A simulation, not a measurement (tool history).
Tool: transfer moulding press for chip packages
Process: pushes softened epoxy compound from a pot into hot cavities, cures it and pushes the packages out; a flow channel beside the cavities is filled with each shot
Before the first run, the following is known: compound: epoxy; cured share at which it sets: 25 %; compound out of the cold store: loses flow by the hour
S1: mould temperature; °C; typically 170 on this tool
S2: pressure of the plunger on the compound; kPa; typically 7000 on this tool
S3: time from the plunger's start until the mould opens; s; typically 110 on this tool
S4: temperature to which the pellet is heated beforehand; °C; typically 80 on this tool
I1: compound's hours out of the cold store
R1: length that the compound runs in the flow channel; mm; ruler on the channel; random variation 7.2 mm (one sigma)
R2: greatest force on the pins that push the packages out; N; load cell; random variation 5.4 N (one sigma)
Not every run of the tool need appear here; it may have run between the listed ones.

{"run": 1, "hour": 0.0, "S1": 170, "S2": 7000, "S3": 110, "S4": 80, "I1": 38.0, "R1": 747, "R2": 185}
{"run": 2, "hour": 8.5, "S1": 170, "S2": 7000, "S3": 110, "S4": 90, "I1": 40.1, "R1": 738, "R2": 207}
{"run": 3, "hour": 15.0, "S1": 170, "S2": 7000, "S3": 110, "S4": 90, "I1": 14.4, "R1": 845, "R2": 244}
{"run": 4, "hour": 23.0, "S1": 170, "S2": 7000, "S3": 110, "S4": 90, "I1": 15.8, "R1": 833, "R2": 270}
{"run": 5, "hour": 29.3, "S1": 170, "S2": 7000, "S3": 110, "S4": 90, "I1": 36.2, "R1": 744, "R2": 252}
{"run": 6, "hour": 38.6, "S1": 170, "S2": 7000, "S3": 110, "S4": 83, "I1": 33.6, "R1": 757, "R2": 292}
{"hour": 48.2, "done": "cavities cleaned with cleaning compound and waxed"}
{"run": 7, "hour": 48.5, "S1": 170, "S2": 7000, "S3": 110, "S4": 82, "I1": 19.5, "R1": 809, "R2": 187}
{"run": 8, "hour": 54.1, "S1": 170, "S2": 7000, "S3": 110, "S4": 82, "I1": 26.4, "R1": 790, "R2": 203}
{"run": 9, "hour": 61.1, "S1": 170, "S2": 7000, "S3": 110, "S4": 82, "I1": 18.0, "R1": 817, "R2": 231}
{"run": 10, "hour": 66.8, "S1": 170, "S2": 7000, "S3": 110, "S4": 82, "I1": 19.7, "R1": 802, "R2": 247}
{"run": 11, "hour": 71.2, "S1": 170, "S2": 7000, "S3": 110, "S4": 78, "I1": 20.5, "R1": 810, "R2": 259}
{"run": 12, "hour": 79.3, "S1": 170, "S2": 7000, "S3": 110, "S4": 78, "I1": 47.4, "R1": 687, "R2": 270}
{"run": 13, "hour": 83.6, "S1": 170, "S2": 7000, "S3": 110, "S4": 78, "I1": 42.7, "R1": 704, "R2": 274}
{"run": 14, "hour": 88.7, "S1": 170, "S2": 7000, "S3": 110, "S4": 78, "I1": 34.5, "R1": 745, "R2": 287}
{"hour": 96.3, "done": "cavities cleaned with cleaning compound and waxed"}
{"run": 15, "hour": 96.6, "S1": 170, "S2": 7000, "S3": 110, "S4": 78, "I1": 35.7, "R1": 746, "R2": 181}
{"run": 16, "hour": 102.9, "S1": 170, "S2": 7000, "S3": 110, "S4": 78, "I1": 35.1, "R1": 738, "R2": 206}
{"run": 17, "hour": 106.9, "S1": 170, "S2": 7000, "S3": 110, "S4": 78, "I1": 38.4, "R1": 722, "R2": 224}
{"run": 18, "hour": 111.5, "S1": 170, "S2": 7000, "S3": 110, "S4": 78, "I1": 10.9, "R1": 819, "R2": 235}
{"run": 19, "hour": 117.7, "S1": 177, "S2": 7000, "S3": 106, "S4": 78, "I1": 12.0, "R1": 809, "R2": 238}
{"run": 20, "hour": 125.0, "S1": 178, "S2": 6170, "S3": 126, "S4": 84, "I1": 39.6, "R1": 657, "R2": 224}
{"run": 21, "hour": 134.0, "S1": 170, "S2": 7000, "S3": 110, "S4": 80, "I1": 43.4, "R1": 700, "R2": 278}
{"run": 22, "hour": 138.1, "S1": 165, "S2": 7000, "S3": 110, "S4": 80, "I1": 42.2, "R1": 723, "R2": 355}
{"hour": 144.4, "done": "cavities cleaned with cleaning compound and waxed"}
{"run": 23, "hour": 146.9, "S1": 165, "S2": 7000, "S3": 110, "S4": 80, "I1": 23.7, "R1": 790, "R2": 233}
{"run": 24, "hour": 154.6, "S1": 165, "S2": 7000, "S3": 110, "S4": 80, "I1": 41.7, "R1": 717, "R2": 265}
{"run": 25, "hour": 163.4, "S1": 165, "S2": 7000, "S3": 110, "S4": 80, "I1": 13.6, "R1": 836, "R2": 311}
{"run": 26, "hour": 170.6, "S1": 175, "S2": 5540, "S3": 100, "S4": 90, "I1": 14.1, "R1": 700, "R2": 238}
{"run": 27, "hour": 175.3, "S1": 162, "S2": 7000, "S3": 140, "S4": 80, "I1": 19.6, "R1": 815, "R2": 293}
{"run": 28, "hour": 182.9, "S1": 162, "S2": 7000, "S3": 140, "S4": 80, "I1": 25.1, "R1": 805, "R2": 309}
{"run": 29, "hour": 187.6, "S1": 170, "S2": 5900, "S3": 105, "S4": 80, "I1": 30.0, "R1": 665, "R2": 299}

Consider 4 possible next runs. They are alternatives, not a sequence: every one starts from the tool as it was left by run 29. What does each give?
{"hour": 192.7, "done": "cavities cleaned with cleaning compound and waxed"}
{"run": "A", "hour": 195.7, "S1": 167, "S2": 7370, "S3": 105, "S4": 80, "I1": 37.2, "R1": "?", "R2": "?"}
{"hour": 192.7, "done": "cavities cleaned with cleaning compound and waxed"}
{"run": "B", "hour": 195.7, "S1": 166, "S2": 5790, "S3": 90, "S4": 80, "I1": 9.8, "R1": "?", "R2": "?"}
{"hour": 192.7, "done": "cavities cleaned with cleaning compound and waxed"}
{"run": "C", "hour": 195.7, "S1": 170, "S2": 7460, "S3": 117, "S4": 71, "I1": 44.8, "R1": "?", "R2": "?"}
{"hour": 192.7, "done": "cavities cleaned with cleaning compound and waxed"}
{"run": "D", "hour": 195.7, "S1": 177, "S2": 7000, "S3": 110, "S4": 80, "I1": 46.4, "R1": "?", "R2": "?"}

run=A R1=738 R2=229
run=B R1=758 R2=341
run=C R1=704 R2=184
run=D R1=664 R2=185
Without the tool's unlogged condition, the same runs would have read:
run=A R1=801 R2=216
run=B R1=823 R2=324
run=C R1=764 R2=172
run=D R1=720 R2=173
